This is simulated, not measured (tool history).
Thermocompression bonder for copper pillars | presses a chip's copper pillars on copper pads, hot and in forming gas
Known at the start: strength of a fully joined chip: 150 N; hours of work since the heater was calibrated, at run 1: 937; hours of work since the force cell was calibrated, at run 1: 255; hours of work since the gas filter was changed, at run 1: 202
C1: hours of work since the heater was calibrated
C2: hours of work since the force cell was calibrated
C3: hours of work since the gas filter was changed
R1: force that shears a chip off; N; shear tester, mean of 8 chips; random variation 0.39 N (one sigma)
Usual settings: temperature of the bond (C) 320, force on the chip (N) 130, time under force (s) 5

{"run": 1, "hour": 0.0, "temperature of the bond (C)": 320, "force on the chip (N)": 130, "time under force (s)": 5, "C1": 937, "C2": 255, "C3": 202, "R1": 62.6}
{"run": 2, "hour": 12.2, "temperature of the bond (C)": 320, "force on the chip (N)": 144, "time under force (s)": 5, "C1": 943, "C2": 260, "C3": 208, "R1": 65.4}
{"run": 3, "hour": 21.6, "temperature of the bond (C)": 320, "force on the chip (N)": 144, "time under force (s)": 5, "C1": 947, "C2": 265, "C3": 212, "R1": 65.3}
{"run": 4, "hour": 34.4, "temperature of the bond (C)": 320, "force on the chip (N)": 144, "time under force (s)": 9, "C1": 953, "C2": 271, "C3": 218, "R1": 80.5}
{"run": 5, "hour": 42.0, "temperature of the bond (C)": 320, "force on the chip (N)": 144, "time under force (s)": 9, "C1": 957, "C2": 275, "C3": 222, "R1": 80.7}
{"run": 6, "hour": 52.0, "temperature of the bond (C)": 349, "force on the chip (N)": 130, "time under force (s)": 5, "C1": 961, "C2": 279, "C3": 226, "R1": 82.1}
{"run": 7, "hour": 61.7, "temperature of the bond (C)": 320, "force on the chip (N)": 130, "time under force (s)": 5, "C1": 966, "C2": 284, "C3": 231, "R1": 62.2}
{"run": 8, "hour": 71.9, "temperature of the bond (C)": 320, "force on the chip (N)": 130, "time under force (s)": 5, "C1": 971, "C2": 289, "C3": 236, "R1": 61.7}
{"run": 9, "hour": 82.8, "temperature of the bond (C)": 346, "force on the chip (N)": 130, "time under force (s)": 5, "C1": 976, "C2": 294, "C3": 241, "R1": 80.4}
{"run": 10, "hour": 92.1, "temperature of the bond (C)": 346, "force on the chip (N)": 130, "time under force (s)": 5, "C1": 980, "C2": 298, "C3": 245, "R1": 80.2}
{"run": 11, "hour": 105.9, "temperature of the bond (C)": 346, "force on the chip (N)": 130, "time under force (s)": 5, "C1": 987, "C2": 305, "C3": 252, "R1": 79}
{"run": 12, "hour": 120.1, "temperature of the bond (C)": 349, "force on the chip (N)": 130, "time under force (s)": 5, "C1": 993, "C2": 311, "C3": 258, "R1": 82.7}
{"run": 13, "hour": 128.3, "temperature of the bond (C)": 349, "force on the chip (N)": 130, "time under force (s)": 5, "C1": 997, "C2": 315, "C3": 262, "R1": 81.7}
{"run": 14, "hour": 141.0, "temperature of the bond (C)": 349, "force on the chip (N)": 130, "time under force (s)": 5, "C1": 1003, "C2": 321, "C3": 268, "R1": 81.6}
{"run": 15, "hour": 148.1, "temperature of the bond (C)": 349, "force on the chip (N)": 130, "time under force (s)": 5, "C1": 1007, "C2": 324, "C3": 271, "R1": 81.3}
{"run": 16, "hour": 155.5, "temperature of the bond (C)": 320, "force on the chip (N)": 130, "time under force (s)": 5, "C1": 1010, "C2": 328, "C3": 275, "R1": 61.5}
{"run": 17, "hour": 167.5, "temperature of the bond (C)": 327, "force on the chip (N)": 130, "time under force (s)": 5, "C1": 1016, "C2": 334, "C3": 281, "R1": 65.9}
{"run": 18, "hour": 180.9, "temperature of the bond (C)": 320, "force on the chip (N)": 116, "time under force (s)": 5, "C1": 1022, "C2": 340, "C3": 287, "R1": 56.6}
{"run": 19, "hour": 192.5, "temperature of the bond (C)": 335, "force on the chip (N)": 130, "time under force (s)": 5, "C1": 1027, "C2": 345, "C3": 292, "R1": 71.2}
{"run": 20, "hour": 199.3, "temperature of the bond (C)": 335, "force on the chip (N)": 130, "time under force (s)": 5, "C1": 1031, "C2": 349, "C3": 296, "R1": 72.5}
{"run": 21, "hour": 210.5, "temperature of the bond (C)": 335, "force on the chip (N)": 130, "time under force (s)": 5, "C1": 1036, "C2": 354, "C3": 301, "R1": 71.4}
{"run": 22, "hour": 225.5, "temperature of the bond (C)": 324, "force on the chip (N)": 147, "time under force (s)": 5, "C1": 1043, "C2": 361, "C3": 308, "R1": 68}
{"run": 23, "hour": 238.8, "temperature of the bond (C)": 312, "force on the chip (N)": 126, "time under force (s)": 5, "C1": 1049, "C2": 367, "C3": 314, "R1": 54.7}
{"run": 24, "hour": 252.8, "temperature of the bond (C)": 335, "force on the chip (N)": 89, "time under force (s)": 5, "C1": 1056, "C2": 374, "C3": 321, "R1": 57.9}
{"hour": 255.8, "done": "heater calibrated with a thermocouple chip"}
{"run": 25, "hour": 268.1, "temperature of the bond (C)": 335, "force on the chip (N)": 110, "time under force (s)": 5, "C1": 6, "C2": 380, "C3": 327, "R1": 61.6}
{"run": 26, "hour": 277.4, "temperature of the bond (C)": 310, "force on the chip (N)": 91, "time under force (s)": 4, "C1": 10, "C2": 384, "C3": 331, "R1": 37.2}
{"hour": 281.5, "done": "heater calibrated with a thermocouple chip, once more"}
{"run": 27, "hour": 287.9, "temperature of the bond (C)": 310, "force on the chip (N)": 91, "time under force (s)": 4, "C1": 3, "C2": 388, "C3": 335, "R1": 43.3}
{"run": 28, "hour": 299.7, "temperature of the bond (C)": 310, "force on the chip (N)": 91, "time under force (s)": 4, "C1": 9, "C2": 394, "C3": 341, "R1": 43.8}
{"run": 29, "hour": 315.0, "temperature of the bond (C)": 320, "force on the chip (N)": 130, "time under force (s)": 7, "C1": 16, "C2": 401, "C3": 348, "R1": 73.9}
{"run": 30, "hour": 327.5, "temperature of the bond (C)": 320, "force on the chip (N)": 130, "time under force (s)": 7, "C1": 22, "C2": 407, "C3": 354, "R1": 73.6}
{"run": 31, "hour": 334.9, "temperature of the bond (C)": 320, "force on the chip (N)": 130, "time under force (s)": 7, "C1": 25, "C2": 410, "C3": 358, "R1": 74.8}
{"run": 32, "hour": 348.7, "temperature of the bond (C)": 320, "force on the chip (N)": 130, "time under force (s)": 3, "C1": 32, "C2": 417, "C3": 364, "R1": 53.8}
{"run": 33, "hour": 362.4, "temperature of the bond (C)": 332, "force on the chip (N)": 99, "time under force (s)": 5, "C1": 38, "C2": 423, "C3": 370, "R1": 64.4}
{"run": 34, "hour": 369.8, "temperature of the bond (C)": 332, "force on the chip (N)": 99, "time under force (s)": 5, "C1": 42, "C2": 427, "C3": 374, "R1": 63.9}
{"run": 35, "hour": 380.7, "temperature of the bond (C)": 320, "force on the chip (N)": 192, "time under force (s)": 8, "C1": 47, "C2": 432, "C3": 379, "R1": 90.8}
{"run": 36, "hour": 391.2, "temperature of the bond (C)": 320, "force on the chip (N)": 192, "time under force (s)": 8, "C1": 52, "C2": 437, "C3": 384, "R1": 91.3}
{"run": 37, "hour": 399.3, "temperature of the bond (C)": 290, "force on the chip (N)": 130, "time under force (s)": 10, "C1": 55, "C2": 441, "C3": 388, "R1": 59.9}
{"run": 38, "hour": 410.5, "temperature of the bond (C)": 290, "force on the chip (N)": 117, "time under force (s)": 8, "C1": 61, "C2": 446, "C3": 393, "R1": 51.7}
{"run": 39, "hour": 420.9, "temperature of the bond (C)": 290, "force on the chip (N)": 117, "time under force (s)": 8, "C1": 66, "C2": 451, "C3": 398, "R1": 52.1}

Some steps in R1 between neighbouring runs. How much of each would the tool show without its hidden state too (settings, what came in, random variation), and how much is left for the hidden state, with any gauge scatter that isn't in both results?
The hidden state here: true temperature of the bond over the reading, C; force that reaches the chip, % of what is set; oxide that the forming gas leaves, % of the face; drift of the gauge itself on shear_n, %.
Run 24 -> 25: force on the chip (N) 89 -> 110, heater calibrated with a thermocouple chip. R1 +3.7 N: hidden state -3.5, all else +7.2.
Run 25 -> 26: temperature of the bond (C) 335 -> 310, force on the chip (N) 110 -> 91, time under force (s) 5 -> 4. R1 -24.4 N: hidden state +2.5, all else -26.9.
Run 26 -> 27: heater calibrated with a thermocouple chip, once more. R1 +6.1 N: hidden state +6.1, all else +0.
Run 28 -> 29: temperature of the bond (C) 310 -> 320, force on the chip (N) 91 -> 130, time under force (s) 4 -> 7. R1 +30.1 N: hidden state -1.2, all else +31.3.
Run 34 -> 35: temperature of the bond (C) 332 -> 320, force on the chip (N) 99 -> 192, time under force (s) 5 -> 8. R1 +26.9 N: hidden state -1.3, all else +28.2.
Run 36 -> 37: temperature of the bond (C) 320 -> 290, force on the chip (N) 192 -> 130, time under force (s) 8 -> 10. R1 -31.4 N: hidden state +1.3, all else -32.7.

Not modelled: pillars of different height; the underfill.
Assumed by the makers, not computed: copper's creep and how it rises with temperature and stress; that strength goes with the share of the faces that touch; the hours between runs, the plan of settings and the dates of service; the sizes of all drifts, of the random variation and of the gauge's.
